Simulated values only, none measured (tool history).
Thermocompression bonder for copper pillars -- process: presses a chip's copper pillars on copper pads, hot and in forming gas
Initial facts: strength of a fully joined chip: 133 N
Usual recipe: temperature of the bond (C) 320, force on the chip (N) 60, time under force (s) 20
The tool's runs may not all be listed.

| run | day | temperature of the bond (C) | force on the chip (N) | time under force (s) | force that shears a chip off (N) |
|---|---|---|---|---|---|
| 1 | 0.000 | 320 | 60 | 20 | 86.3 |
| 2 | 1.454 | 320 | 60 | 33 | 97.0 |
| 3 | 2.717 | 320 | 60 | 33 | 97.2 |
| 4 | 3.967 | 320 | 60 | 33 | 96.2 |
| 5 | 4.942 | 320 | 60 | 33 | 96.5 |
| 6 | 6.012 | 320 | 60 | 33 | 94.2 |
| 7 | 7.396 | 320 | 60 | 20 | 81.1 |
| 8 | 8.742 | 320 | 60 | 20 | 82.6 |
| 9 | 10.083 | 320 | 60 | 20 | 82.2 |
| 10 | 11.479 | 320 | 60 | 20 | 82.3 |
| 11 | 12.296 | 320 | 60 | 20 | 81.6 |
| 12 | 13.571 | 320 | 68 | 20 | 86.4 |
| 13 | 14.829 | 320 | 68 | 20 | 88.0 |
| 14 | 15.554 | 320 | 60 | 17 | 77.4 |
| 15 | 16.533 | 320 | 60 | 17 | 76.8 |
| 16 | 17.633 | 320 | 60 | 17 | 77.5 |
| 17 | 18.562 | 320 | 60 | 17 | 76.3 |
| 18 | 19.188 | 320 | 60 | 17 | 76.5 |
| 19 | 19.958 | 320 | 60 | 17 | 75.1 |
| 20 | 20.642 | 316 | 60 | 20 | 77.1 |
| 21 | 21.404 | 316 | 60 | 20 | 78.4 |
|  | 21.558 | force cell calibrated |
| 22 | 22.483 | 320 | 53 | 12 | 63.1 |
| 23 | 23.692 | 320 | 53 | 55 | 97.2 |
| 24 | 24.983 | 320 | 53 | 55 | 96.2 |
|  | 25.804 | forming gas filter changed |
| 25 | 26.250 | 332 | 72 | 24 | 102.9 |
|  | 26.533 | force cell calibrated, once more |
| 26 | 27.162 | 332 | 72 | 24 | 100.8 |
| 27 | 28.583 | 320 | 84 | 20 | 96.5 |
| 28 | 29.283 | 320 | 37 | 20 | 62.3 |
| 29 | 29.925 | 343 | 65 | 20 | 98.3 |
| 30 | 30.675 | 343 | 65 | 20 | 98.8 |
| 31 | 31.871 | 293 | 72 | 14 | 63.5 |
| 32 | 32.754 | 321 | 77 | 25 | 97.6 |
| 33 | 33.950 | 299 | 60 | 14 | 59.0 |
| 34 | 35.108 | 325 | 60 | 25 | 88.7 |
| 35 | 36.004 | 325 | 85 | 50 | 114.6 |
| 36 | 37.229 | 325 | 85 | 50 | 113.8 |
| 37 | 38.083 | 325 | 85 | 17 | 93.0 |
| 38 | 39.525 | 334 | 88 | 29 | 110.0 |
| 39 | 40.938 | 334 | 88 | 14 | 94.5 |

Some steps in force that shears a chip off (N) between neighbouring runs. How much of each would the tool show without its hidden state too (settings, what came in, random variation), and how much is left for the hidden state, with any gauge scatter that isn't in both results?
The tool's hidden condition here consists of: true temperature of the bond over the reading, C; force that reaches the chip, % of what is set; oxide that the forming gas leaves, % of the face; drift of the gauge itself on shear_n, %.
Run 22 -> 23: time under force (s) 12 -> 55. force that shears a chip off (N) +34.1: hidden state -2.3, all else +36.4.
Run 24 -> 25: temperature of the bond (C) 320 -> 332, force on the chip (N) 53 -> 72, time under force (s) 55 -> 24, forming gas filter changed. force that shears a chip off (N) +6.7: hidden state +6.7, all else +0.0.
Run 25 -> 26: force cell calibrated, once more. force that shears a chip off (N) -2.1: hidden state -1.8, all else -0.3.
Run 28 -> 29: temperature of the bond (C) 320 -> 343, force on the chip (N) 37 -> 65. force that shears a chip off (N) +36.0: hidden state -0.1, all else +36.1.
Run 30 -> 31: temperature of the bond (C) 343 -> 293, force on the chip (N) 65 -> 72, time under force (s) 20 -> 14. force that shears a chip off (N) -35.3: hidden state -0.8, all else -34.5.
Run 32 -> 33: temperature of the bond (C) 321 -> 299, force on the chip (N) 77 -> 60, time under force (s) 25 -> 14. force that shears a chip off (N) -38.6: hidden state +0.0, all else -38.6.
